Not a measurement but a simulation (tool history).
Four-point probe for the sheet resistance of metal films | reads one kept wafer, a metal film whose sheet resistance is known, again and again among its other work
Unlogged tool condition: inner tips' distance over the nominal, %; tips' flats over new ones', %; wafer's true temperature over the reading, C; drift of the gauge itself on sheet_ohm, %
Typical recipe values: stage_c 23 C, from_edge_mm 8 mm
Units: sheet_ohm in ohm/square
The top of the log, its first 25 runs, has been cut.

run    hour  stage_c  from_edge_mm  touches since the probe head was changed  hours of work since the stage's thermometer was calibrated  sheet_ohm
 26   651.6       19             4                                      9800                                                         690   0.077283
 27   681.0       23             6                                     10051                                                         702   0.077183
 28   701.2       21             6                                     10223                                                         710   0.077070
 29   735.0       31            18                                     10511                                                         724   0.077442
 30   749.9       22            11                                     10639                                                         730   0.076925
 31   776.0       19            74                                     10861                                                         741   0.076632
 32   791.3       23            15                                     10992                                                         747   0.076950
 33   817.9       23            15                                     11219                                                         758   0.076964
 34   832.9       23             3                                     11346                                                         764   0.078052
 35   866.1       23             3                                     11630                                                         778   0.077998
 36   899.2       23             8                                     11912                                                         791   0.077079
 37   921.3       27             3                                     12101                                                         800   0.078293
 38   953.6       32             3                                     12376                                                         814   0.078619
 39   987.9       31             8                                     12669                                                         828   0.077583
 40  1016.4       33             5                                     12912                                                         839   0.077956
 41  1039.8       33            26                                     13111                                                         849   0.077575
 42  1056.3       18             3                                     13251                                                         856   0.077705
 43  1081.3       23            16                                     13465                                                         866   0.076948
 44  1098.2       22            24                                     13609                                                         873   0.076846
 45  1129.2       31             4                                     13874                                                         886   0.078074

Predict each of these 4 candidate next runs independently; none follows another, all start after run 45:
  A  1149.2       19            23                                     14044                                                         894          ?
  B  1149.2       26            38                                     14044                                                         894          ?
  C  1149.2       33            31                                     14044                                                         894          ?
  D  1149.2       30            45                                     14044                                                         894          ?

run  sheet_ohm
  A   0.076662
  B   0.077097
  C   0.077561
  D   0.077340
The same runs, with their run-to-run variation unchanged, on a tool lacking any hidden condition would have given:
run  sheet_ohm
  A   0.076662
  B   0.077097
  C   0.077561
  D   0.077340

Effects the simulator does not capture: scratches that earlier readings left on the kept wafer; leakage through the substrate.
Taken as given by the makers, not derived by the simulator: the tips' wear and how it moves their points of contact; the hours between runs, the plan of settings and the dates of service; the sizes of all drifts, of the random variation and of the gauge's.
